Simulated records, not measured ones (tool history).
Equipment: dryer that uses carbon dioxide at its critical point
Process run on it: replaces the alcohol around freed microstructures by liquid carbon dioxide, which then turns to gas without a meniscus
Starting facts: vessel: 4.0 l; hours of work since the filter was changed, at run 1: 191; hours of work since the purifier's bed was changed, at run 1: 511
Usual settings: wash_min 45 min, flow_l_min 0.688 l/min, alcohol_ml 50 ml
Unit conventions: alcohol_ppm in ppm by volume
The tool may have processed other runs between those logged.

run	day	wash_min	flow_l_min	alcohol_ml	hours of work since the filter was changed	hours of work since the purifier's bed was changed	alcohol_ppm
1	0.000	45	0.688	50	191	511	117
2	0.733	45	0.688	36	200	519	106
3	1.567	45	0.582	50	210	529	157
4	2.079	50	0.688	50	216	536	105
5	2.675	50	0.688	50	223	543	104
6	3.258	45	0.415	50	230	550	400
7	3.800	45	0.415	50	236	556	383
8	4.612	45	0.415	50	246	566	377
9	5.154	45	0.415	50	252	572	392
10	5.817	47	0.688	50	260	580	113
11	6.471	45	0.688	109	268	588	169
12	7.025	45	0.558	50	275	595	189
13	7.946	45	0.558	50	286	606	191
14	8.508	45	0.558	50	293	612	202
15	9.017	45	0.558	50	299	619	198
16	9.533	45	0.558	50	305	625	192
17	10.517	45	0.558	50	317	637	202
18	11.296	38	0.688	50	326	646	194
19	11.958	38	0.688	50	334	654	190
20	12.988	45	0.688	50	346	666	150
21	13.671	45	0.688	50	354	674	145
22	14.871	45	0.688	50	369	689	149
23	16.012	46	0.688	50	382	702	151
24	16.758	45	0.688	50	391	711	166
25	17.696	45	0.688	50	403	722	162
26	18.542	45	0.688	104	413	733	193
27	19.225	45	0.688	104	421	741	187
28	20.396	45	0.688	104	435	755	192
29	21.025	45	0.656	112	442	762	223
30	21.758	45	0.656	112	451	771	237
31	22.942	31	0.451	50	465	785	945
32	23.529	31	0.532	78	472	792	919
33	24.288	45	0.555	32	481	801	204
34	25.112	53	0.688	115	491	811	166
35	26.092	65	1.114	98	503	823	140
36	26.950	65	1.114	98	513	833	136
37	28.021	47	1.111	91	526	846	146
38	28.779	47	1.111	91	535	855	155
39	29.421	45	0.859	50	543	863	165
40	30.196	60	0.880	50	552	872	159
41	30.971	60	0.880	50	561	881	149
# day 31.658: inlet filter changed
42	32.079	60	0.880	50	5	894	160
43	32.983	60	0.880	50	16	905	156
44	34.112	68	0.441	50	29	918	185
45	34.983	37	0.688	52	40	929	238
46	35.812	37	0.688	52	50	939	239
47	36.792	37	0.688	52	61	950	245

Take each entry between the runs: how does the hidden state at the last listed run before it differ from the hidden state at the first listed run after it?
Runs 41 to 42: inlet filter changed (day 31.658)
  flow that reaches the vessel past the clogged filter, %: 93 -> 99.6; alcohol in the recycled carbon dioxide, ppm: 154.3 -> 156.6
  measured less the result without the state, alcohol_ppm: +149 -> +153 ppm by volume

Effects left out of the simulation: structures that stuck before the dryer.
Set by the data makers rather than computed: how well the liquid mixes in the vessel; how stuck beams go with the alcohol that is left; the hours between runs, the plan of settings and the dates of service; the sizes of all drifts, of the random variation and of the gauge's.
